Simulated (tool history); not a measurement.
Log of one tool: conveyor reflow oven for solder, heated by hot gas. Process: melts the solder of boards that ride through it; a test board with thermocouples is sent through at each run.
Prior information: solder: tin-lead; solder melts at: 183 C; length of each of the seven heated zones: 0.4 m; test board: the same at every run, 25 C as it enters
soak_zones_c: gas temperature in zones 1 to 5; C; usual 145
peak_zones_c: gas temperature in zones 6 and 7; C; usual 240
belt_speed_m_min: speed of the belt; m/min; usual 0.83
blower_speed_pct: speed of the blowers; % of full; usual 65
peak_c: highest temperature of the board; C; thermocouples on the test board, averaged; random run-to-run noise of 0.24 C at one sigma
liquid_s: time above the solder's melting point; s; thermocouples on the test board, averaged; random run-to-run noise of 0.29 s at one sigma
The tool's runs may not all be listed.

| run | hour | soak_zones_c | peak_zones_c | belt_speed_m_min | blower_speed_pct | peak_c | liquid_s |
|---|---|---|---|---|---|---|---|
| 1 | 0 | 145 | 240 | 0.83 | 65 | 222.6 | 48.5 |
| 2 | 12.9 | 145 | 240 | 0.83 | 65 | 222.5 | 48.6 |
| 3 | 26.3 | 145 | 240 | 0.83 | 65 | 222.2 | 48.6 |
| 4 | 40.3 | 145 | 240 | 0.83 | 65 | 222.3 | 48.1 |
| 5 | 48.8 | 145 | 240 | 0.83 | 65 | 222.8 | 48.1 |
| 6 | 61 | 145 | 240 | 0.83 | 65 | 221.9 | 48.1 |
| 7 | 71.3 | 145 | 240 | 0.83 | 65 | 222.2 | 48.1 |
|  | 81.5 | flux residue cleaned out of gas plates and filters |
| 8 | 88.1 | 145 | 240 | 0.83 | 65 | 224 | 49.4 |
| 9 | 98.1 | 145 | 240 | 0.83 | 65 | 223.8 | 48.8 |
| 10 | 111.8 | 145 | 252 | 0.83 | 86 | 238.5 | 55.3 |
| 11 | 129 | 135 | 251 | 0.83 | 65 | 231.3 | 50.3 |
| 12 | 141.8 | 152 | 240 | 0.83 | 51 | 221.2 | 49.6 |
| 13 | 150.7 | 152 | 253 | 0.716 | 51 | 237.5 | 66.3 |
| 14 | 166.4 | 141 | 253 | 0.716 | 72 | 240.8 | 64 |
| 15 | 176.1 | 145 | 240 | 0.916 | 61 | 218.5 | 42.4 |

Forecast each of these 3 alternatives for the next run:
| A | 194.4 | 159 | 240 | 0.83 | 63 | ? | ? |
| B | 194.4 | 145 | 240 | 0.83 | 86 | ? | ? |
| C | 194.4 | 145 | 240 | 0.738 | 63 | ? | ? |

| run | peak_c | liquid_s |
|---|---|---|
| A | 225.7 | 55.3 |
| B | 227.6 | 51.4 |
| C | 226.9 | 56.8 |
What these runs would have given with no unlogged condition in the tool:
| run | peak_c | liquid_s |
|---|---|---|
| A | 224.9 | 54 |
| B | 226.9 | 50.3 |
| C | 226.1 | 55.5 |
